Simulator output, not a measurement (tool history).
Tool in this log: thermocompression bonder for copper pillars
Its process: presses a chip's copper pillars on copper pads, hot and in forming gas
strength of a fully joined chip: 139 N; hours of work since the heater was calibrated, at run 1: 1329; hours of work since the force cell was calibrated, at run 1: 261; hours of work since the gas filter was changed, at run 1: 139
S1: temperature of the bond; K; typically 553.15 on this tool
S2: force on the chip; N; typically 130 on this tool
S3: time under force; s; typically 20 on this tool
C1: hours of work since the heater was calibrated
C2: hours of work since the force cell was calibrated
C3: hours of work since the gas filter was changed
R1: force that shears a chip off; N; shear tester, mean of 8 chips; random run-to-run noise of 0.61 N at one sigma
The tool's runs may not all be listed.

| run | hour | S1 | S2 | S3 | C1 | C2 | C3 | R1 |
|---|---|---|---|---|---|---|---|---|
| 1 | 0 | 553.15 | 130 | 20 | 1329 | 261 | 139 | 63.1 |
| 2 | 72.4 | 553.15 | 130 | 20 | 1372 | 304 | 183 | 63 |
| 3 | 121.1 | 553.15 | 130 | 11 | 1401 | 333 | 212 | 50.5 |
| 4 | 199.7 | 553.15 | 130 | 11 | 1448 | 380 | 259 | 49.4 |
| 5 | 237.6 | 553.15 | 130 | 33 | 1471 | 403 | 282 | 72.2 |
|  | 244.2 | heater calibrated with a thermocouple chip |
| 6 | 321.1 | 566.15 | 130 | 30 | 46 | 452 | 331 | 82.3 |
| 7 | 381.7 | 541.15 | 156 | 20 | 82 | 488 | 367 | 60.8 |
|  | 423.7 | forming gas filter changed |
| 8 | 450.7 | 541.15 | 156 | 20 | 123 | 529 | 16 | 63 |
| 9 | 512.8 | 575.15 | 78 | 40 | 161 | 567 | 53 | 76.1 |
| 10 | 593.2 | 575.15 | 78 | 40 | 209 | 615 | 102 | 76.5 |

4 ways to go on from here, each from the tool as it stands after run 10. What would each give?
| A | 666.7 | 543.15 | 78 | 30 | 253 | 659 | 146 | ? |
| B | 666.7 | 553.15 | 130 | 23 | 253 | 659 | 146 | ? |
| C | 666.7 | 553.15 | 78 | 20 | 253 | 659 | 146 | ? |
| D | 666.7 | 568.15 | 122 | 17 | 253 | 659 | 146 | ? |

| run | R1 |
|---|---|
| A | 43.9 |
| B | 67.9 |
| C | 44.2 |
| D | 71.6 |
Without the tool's unlogged condition, the same runs would have read:
| run | R1 |
|---|---|
| A | 36.4 |
| B | 58.5 |
| C | 37 |
| D | 62.6 |
